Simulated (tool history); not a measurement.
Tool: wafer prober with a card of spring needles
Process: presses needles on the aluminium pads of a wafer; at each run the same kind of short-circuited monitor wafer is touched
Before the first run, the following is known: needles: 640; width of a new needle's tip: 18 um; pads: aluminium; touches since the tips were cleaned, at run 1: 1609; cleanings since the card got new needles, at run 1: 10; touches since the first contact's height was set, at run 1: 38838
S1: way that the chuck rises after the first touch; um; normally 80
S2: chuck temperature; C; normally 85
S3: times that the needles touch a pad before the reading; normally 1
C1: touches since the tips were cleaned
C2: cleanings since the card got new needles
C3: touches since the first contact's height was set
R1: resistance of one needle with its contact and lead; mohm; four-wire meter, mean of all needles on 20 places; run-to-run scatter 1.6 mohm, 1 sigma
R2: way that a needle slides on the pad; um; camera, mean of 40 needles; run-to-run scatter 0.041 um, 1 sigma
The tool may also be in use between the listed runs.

run,hour,S1,S2,S3,C1,C2,C3,R1,R2
1,0,80,85,1,1609,10,38838,160,17.98
# hour 3.4: tips cleaned on abrasive film
# hour 11.7: tips cleaned on abrasive film
# hour 18.4: tips cleaned on abrasive film
# hour 26.7: tips cleaned on abrasive film
# hour 33.4: tips cleaned on abrasive film
# hour 41.8: tips cleaned on abrasive film
# hour 48.5: tips cleaned on abrasive film
# hour 55.1: tips cleaned on abrasive film
# hour 63.1: tips cleaned on abrasive film
2,63.1,80,85,1,0,19,68121,156,17.89
# hour 69.8: tips cleaned on abrasive film
# hour 78.1: tips cleaned on abrasive film
# hour 84.8: tips cleaned on abrasive film
# hour 93.1: tips cleaned on abrasive film
# hour 100.8: tips cleaned on abrasive film
3,100.8,80,85,1,0,24,85632,156,17.9
# hour 109.1: tips cleaned on abrasive film
# hour 117.4: tips cleaned on abrasive film
# hour 125.8: tips cleaned on abrasive film
# hour 132.4: tips cleaned on abrasive film
4,138.5,80,85,1,2846,28,103214,155,17.86
# hour 140.2: tips cleaned on abrasive film
# hour 146.9: tips cleaned on abrasive film
# hour 153.6: tips cleaned on abrasive film
# hour 161.9: tips cleaned on abrasive film
# hour 168.6: tips cleaned on abrasive film
# hour 175.3: tips cleaned on abrasive film
5,175.3,80,85,1,0,34,120281,156,17.86
# hour 182.2: tips cleaned on abrasive film
# hour 188.9: tips cleaned on abrasive film
# hour 195.6: tips cleaned on abrasive film
# hour 203.9: tips cleaned on abrasive film
6,204.2,80,85,1,122,38,133693,153,17.87
# hour 210.9: tips cleaned on abrasive film
# hour 219.2: tips cleaned on abrasive film
# hour 225.9: tips cleaned on abrasive film
# hour 232.6: tips cleaned on abrasive film
7,238.8,80,30,1,2920,42,149801,147,17.8
# hour 240.5: tips cleaned on abrasive film
# hour 242.5: height of the first contact set anew
# hour 249.2: tips cleaned on abrasive film
# hour 257.5: tips cleaned on abrasive film
# hour 264.2: tips cleaned on abrasive film
# hour 272.5: tips cleaned on abrasive film
8,276.7,80,30,1,1975,47,15937,146,17.82
# hour 280.1: tips cleaned on abrasive film
# hour 286.8: tips cleaned on abrasive film
# hour 295.1: tips cleaned on abrasive film
# hour 301.8: tips cleaned on abrasive film
# hour 310.2: tips cleaned on abrasive film
9,316.1,80,30,1,2776,52,34225,145,17.8
# hour 317.8: tips cleaned on abrasive film
# hour 324.5: tips cleaned on abrasive film
# hour 332.8: tips cleaned on abrasive film
# hour 339.5: tips cleaned on abrasive film
# hour 347.9: tips cleaned on abrasive film
# hour 356.2: tips cleaned on abrasive film
10,360.8,80,74,1,2173,58,55014,156,17.75
# hour 364.2: tips cleaned on abrasive film
# hour 370.9: tips cleaned on abrasive film
# hour 379.2: tips cleaned on abrasive film
# hour 385.9: tips cleaned on abrasive film
# hour 394.2: tips cleaned on abrasive film
# hour 402.6: tips cleaned on abrasive film
# hour 409.3: tips cleaned on abrasive film
# hour 417.6: tips cleaned on abrasive film
11,418.9,77,85,1,631,66,82016,160,17.15
# hour 425.6: tips cleaned on abrasive film
# hour 432.3: tips cleaned on abrasive film
# hour 440.6: tips cleaned on abrasive film
# hour 449: tips cleaned on abrasive film
# hour 457.3: tips cleaned on abrasive film
# hour 465.6: tips cleaned on abrasive film
# hour 474: tips cleaned on abrasive film
12,478.8,64,86,1,2288,73,109899,156,14.23
# hour 482.2: tips cleaned on abrasive film
# hour 488.9: tips cleaned on abrasive film
# hour 497.3: tips cleaned on abrasive film
# hour 505.6: tips cleaned on abrasive film
# hour 512.3: tips cleaned on abrasive film
# hour 520.6: tips cleaned on abrasive film
13,526.8,72,86,1,2907,79,132196,159,15.95
# hour 528.5: tips cleaned on abrasive film
# hour 536.9: tips cleaned on abrasive film
# hour 545.2: tips cleaned on abrasive film
# hour 553.5: tips cleaned on abrasive film
# hour 561.9: tips cleaned on abrasive film
# hour 568.7: height of the first contact set anew
# hour 570.5: tips cleaned on abrasive film
# hour 578.8: tips cleaned on abrasive film
14,583.9,85,86,1,2388,86,7041,152,18.87

Run 15 is up next; what results do you expect?
# hour 585.7: tips cleaned on abrasive film
# hour 594: tips cleaned on abrasive film
# hour 600.7: tips cleaned on abrasive film
# hour 609: tips cleaned on abrasive film
# hour 615.7: tips cleaned on abrasive film
# hour 624: tips cleaned on abrasive film
# hour 632.4: tips cleaned on abrasive film
15,633.3,85,32,1,456,93,29994,?,?

Logged for run 15: R1 144 mohm, R2 18.85 um.
If the tool had no hidden condition, the same run with the same run-to-run variation would have returned R1 144 mohm, R2 19.1 um.

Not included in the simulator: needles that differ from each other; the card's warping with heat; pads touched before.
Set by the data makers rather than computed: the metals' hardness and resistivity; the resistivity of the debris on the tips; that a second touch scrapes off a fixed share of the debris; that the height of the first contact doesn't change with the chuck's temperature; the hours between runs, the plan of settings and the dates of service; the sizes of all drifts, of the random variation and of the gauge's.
